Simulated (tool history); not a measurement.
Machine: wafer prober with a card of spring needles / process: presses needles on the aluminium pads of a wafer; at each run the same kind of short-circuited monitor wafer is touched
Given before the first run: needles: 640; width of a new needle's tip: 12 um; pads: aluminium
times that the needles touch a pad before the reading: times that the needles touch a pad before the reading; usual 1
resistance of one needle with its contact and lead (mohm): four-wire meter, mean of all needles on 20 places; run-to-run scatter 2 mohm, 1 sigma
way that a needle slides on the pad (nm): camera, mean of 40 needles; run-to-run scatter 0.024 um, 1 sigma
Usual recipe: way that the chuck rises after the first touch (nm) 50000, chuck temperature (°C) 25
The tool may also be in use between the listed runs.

run	hour	way that the chuck rises after the first touch (nm)	chuck temperature (°C)	times that the needles touch a pad before the reading	resistance of one needle with its contact and lead (mohm)	way that a needle slides on the pad (nm)
1	0.0	50000	25	1	288	8060
# hour 6.4: tips cleaned on abrasive film
2	14.3	50000	25	1	358	8030
# hour 21.7: tips cleaned on abrasive film
# hour 36.2: tips cleaned on abrasive film
3	38.3	50000	25	1	238	8030
# hour 52.2: tips cleaned on abrasive film
4	56.4	50000	25	1	257	8020
# hour 68.1: tips cleaned on abrasive film
5	72.5	50000	25	1	261	7980
# hour 83.7: tips cleaned on abrasive film
6	91.3	34000	25	1	363	5300
# hour 98.5: tips cleaned on abrasive film
7	112.1	34000	25	1	410	5320
# hour 114.2: tips cleaned on abrasive film, once more
# hour 128.9: tips cleaned on abrasive film
8	133.5	50000	101	1	273	7980
# hour 144.5: tips cleaned on abrasive film
9	150.9	50000	101	1	284	7920
# hour 159.7: tips cleaned on abrasive film
10	172.4	50000	101	1	315	7930
# hour 174.8: tips cleaned on abrasive film
# hour 189.3: tips cleaned on abrasive film
11	191.7	50000	26	1	247	7920
# hour 204.5: tips cleaned on abrasive film
12	204.5	50000	40	1	225	7920
# hour 218.2: height of the first contact set anew
# hour 219.9: tips cleaned on abrasive film
13	224.2	50000	40	1	255	8270
# hour 235.5: tips cleaned on abrasive film
14	241.3	50000	69	1	270	8290
# hour 251.6: tips cleaned on abrasive film
15	252.9	50000	69	1	240	8300
# hour 267.5: tips cleaned on abrasive film
16	274.0	54000	32	1	261	8970
# hour 283.3: tips cleaned on abrasive film
# hour 298.4: tips cleaned on abrasive film
17	298.4	54000	32	1	218	8960
# hour 314.7: tips cleaned on abrasive film
18	321.8	60000	32	1	255	9950
# hour 329.6: tips cleaned on abrasive film
19	336.5	44000	32	1	286	7250
# hour 344.4: tips cleaned on abrasive film
20	347.3	43000	56	3	239	7040
21	357.9	58000	42	1	281	9540
# hour 359.8: tips cleaned on abrasive film
22	371.0	58000	42	1	277	9560
# hour 375.9: tips cleaned on abrasive film
23	387.7	44000	66	2	283	7180
# hour 390.9: tips cleaned on abrasive film
24	398.9	34000	66	2	308	5530
# hour 406.1: tips cleaned on abrasive film
# hour 421.1: tips cleaned on abrasive film
25	424.4	34000	66	2	275	5460
# hour 437.3: tips cleaned on abrasive film
26	449.0	32000	25	1	412	5140
# hour 453.4: tips cleaned on abrasive film
# hour 469.4: tips cleaned on abrasive film
27	473.6	44000	47	1	271	7080

Below are 5 alternative next runs, each starting from the tool's condition after run 27. Predict each:
# hour 484.2: tips cleaned on abrasive film
A	496.9	50000	30	1	?	?
# hour 484.2: tips cleaned on abrasive film
B	496.9	40000	62	1	?	?
# hour 484.2: tips cleaned on abrasive film
C	496.9	60000	51	1	?	?
# hour 484.2: tips cleaned on abrasive film
D	496.9	44000	47	1	?	?
# hour 484.2: tips cleaned on abrasive film
E	496.9	37000	76	1	?	?

run	resistance of one needle with its contact and lead (mohm)	way that a needle slides on the pad (nm)
A	301	8140
B	354	6420
C	281	9780
D	331	7130
E	376	5960
With no hidden state in the tool, these same runs would have given:
run	resistance of one needle with its contact and lead (mohm)	way that a needle slides on the pad (nm)
A	209	8360
B	223	6640
C	215	10000
D	218	7340
E	228	6180
